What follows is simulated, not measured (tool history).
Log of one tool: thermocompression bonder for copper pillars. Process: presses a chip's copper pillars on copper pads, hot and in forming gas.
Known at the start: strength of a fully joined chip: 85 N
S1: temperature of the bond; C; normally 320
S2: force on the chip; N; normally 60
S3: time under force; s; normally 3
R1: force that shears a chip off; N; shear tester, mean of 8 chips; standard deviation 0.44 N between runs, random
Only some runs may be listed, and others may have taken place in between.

run,hour,S1,S2,S3,R1
1,0,320,60,3,56.7
2,28.1,320,60,3,57
3,52.8,320,45,3,45
4,68.5,320,45,3,45.4
5,95.7,320,60,3,56.7
6,122.7,320,60,3,56.1
7,142.9,320,60,2,50.2
8,162.6,320,60,2,50
9,185.5,320,60,3,57
10,200.5,320,60,3,56.6
# hour 206.2: forming gas filter changed
11,229.8,320,60,3,56.7
12,248.3,320,60,3,57.2
13,264.4,320,60,3,56
14,281.9,320,60,3,56.7
15,298.2,320,60,3,57.1
16,317.5,320,60,3,57.3
17,345.8,347,57,3,66.7
18,372.5,322,54,4,58.2
19,386.5,345,51,2,55.9
20,416.3,345,51,2,55.2
21,438.7,332,60,3,62.3
22,456.3,332,60,3,62.8
# hour 468.1: forming gas filter changed
23,470.2,332,60,3,62.6
24,488.3,332,60,3,63.4
25,502.9,299,62,2,41
26,531.6,309,83,3,63.7
27,549.1,309,83,3,65.1
28,572.5,309,83,3,64.7
29,595.1,318,60,3,55.7

Run 30, settings as shown, results not yet in. Your forecast:
30,610.4,318,60,3,?

Run 30 came out at R1 56.2 N.
Minus the tool's unlogged condition, the same run would have read R1 56.3 N.
